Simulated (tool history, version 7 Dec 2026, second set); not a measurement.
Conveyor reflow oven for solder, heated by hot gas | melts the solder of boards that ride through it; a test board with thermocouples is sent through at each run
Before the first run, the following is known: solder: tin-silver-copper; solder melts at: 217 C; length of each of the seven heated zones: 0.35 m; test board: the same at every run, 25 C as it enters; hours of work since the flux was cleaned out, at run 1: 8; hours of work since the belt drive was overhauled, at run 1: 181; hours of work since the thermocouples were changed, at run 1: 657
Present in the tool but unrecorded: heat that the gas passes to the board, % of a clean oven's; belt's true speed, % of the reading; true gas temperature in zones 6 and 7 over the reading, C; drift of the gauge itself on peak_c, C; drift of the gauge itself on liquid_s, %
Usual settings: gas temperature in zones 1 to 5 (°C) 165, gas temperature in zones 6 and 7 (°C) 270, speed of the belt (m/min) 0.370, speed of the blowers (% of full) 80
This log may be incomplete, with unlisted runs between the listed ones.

run   hour  gas temperature in zones 1 to 5 (°C)  gas temperature in zones 6 and 7 (°C)  speed of the belt (m/min)  speed of the blowers (% of full)  hours of work since the flux was cleaned out  hours of work since the belt drive was overhauled  hours of work since the thermocouples were changed  highest temperature of the board (°C)  time above the solder's melting point (s)
  1    0.0                                   165                                    270                      0.370                                80                                             8                                                181                                                 657                                  259.5                                       89.7
  2   33.8                                   165                                    270                      0.370                                51                                            23                                                195                                                 671                                  254.7                                       82.9
  3  100.3                                   165                                    270                      0.370                                51                                            52                                                224                                                 700                                  254.2                                       83.5
  4  160.9                                   165                                    270                      0.370                                51                                            78                                                250                                                 726                                  254.0                                       83.3
  5  216.0                                   165                                    270                      0.370                                51                                           102                                                274                                                 750                                  255.3                                       84.8
  6  264.6                                   165                                    270                      0.370                                80                                           122                                                295                                                 771                                  259.7                                       89.0
  7  304.8                                   165                                    270                      0.370                                80                                           140                                                312                                                 788                                  259.6                                       90.2
  8  338.9                                   161                                    270                      0.311                                80                                           154                                                327                                                 803                                  263.2                                      110.5
  9  416.9                                   177                                    267                      0.427                                73                                           188                                                360                                                 836                                  251.9                                       75.9
 10  453.7                                   156                                    261                      0.313                                85                                           204                                                376                                                 852                                  254.3                                      100.2
 11  516.7                                   156                                    261                      0.313                                85                                           231                                                403                                                 879                                  253.7                                      101.2
 12  576.7                                   172                                    261                      0.411                                85                                           257                                                429                                                 905                                  250.1                                       74.3
 13  646.0                                   172                                    261                      0.411                                85                                           287                                                459                                                 935                                  250.6                                       75.4
     690.1  -- flux residue cleaned out of gas plates and filters
 14  701.6                                   172                                    261                      0.411                                85                                             5                                                481                                                 957                                  249.5                                       75.9

Below are 5 alternative next runs, each starting from the tool's condition after run 14. Predict each:
     730.9  -- thermocouples of zones 6 and 7 changed
  A  772.4                                   172                                    265                      0.328                                64                                            35                                                510                                                  18                                      ?                                          ?
     730.9  -- thermocouples of zones 6 and 7 changed
  B  772.4                                   165                                    277                      0.365                                80                                            35                                                510                                                  18                                      ?                                          ?
     730.9  -- thermocouples of zones 6 and 7 changed
  C  772.4                                   172                                    276                      0.411                                59                                            35                                                510                                                  18                                      ?                                          ?
     730.9  -- thermocouples of zones 6 and 7 changed
  D  772.4                                   179                                    261                      0.411                                52                                            35                                                510                                                  18                                      ?                                          ?
     730.9  -- thermocouples of zones 6 and 7 changed
  E  772.4                                   166                                    270                      0.370                                80                                            35                                                510                                                  18                                      ?                                          ?

run  highest temperature of the board (°C)  time above the solder's melting point (s)
  A                                  256.1                                      101.6
  B                                  267.1                                       96.7
  C                                  259.0                                       82.8
  D                                  245.4                                       72.9
  E                                  259.4                                       89.1
Take away the tool's hidden state, keep each run's random variation, and the runs would have read:
run  highest temperature of the board (°C)  time above the solder's melting point (s)
  A                                  256.1                                      101.6
  B                                  267.1                                       96.7
  C                                  259.1                                       82.8
  D                                  245.4                                       72.9
  E                                  259.4                                       89.1
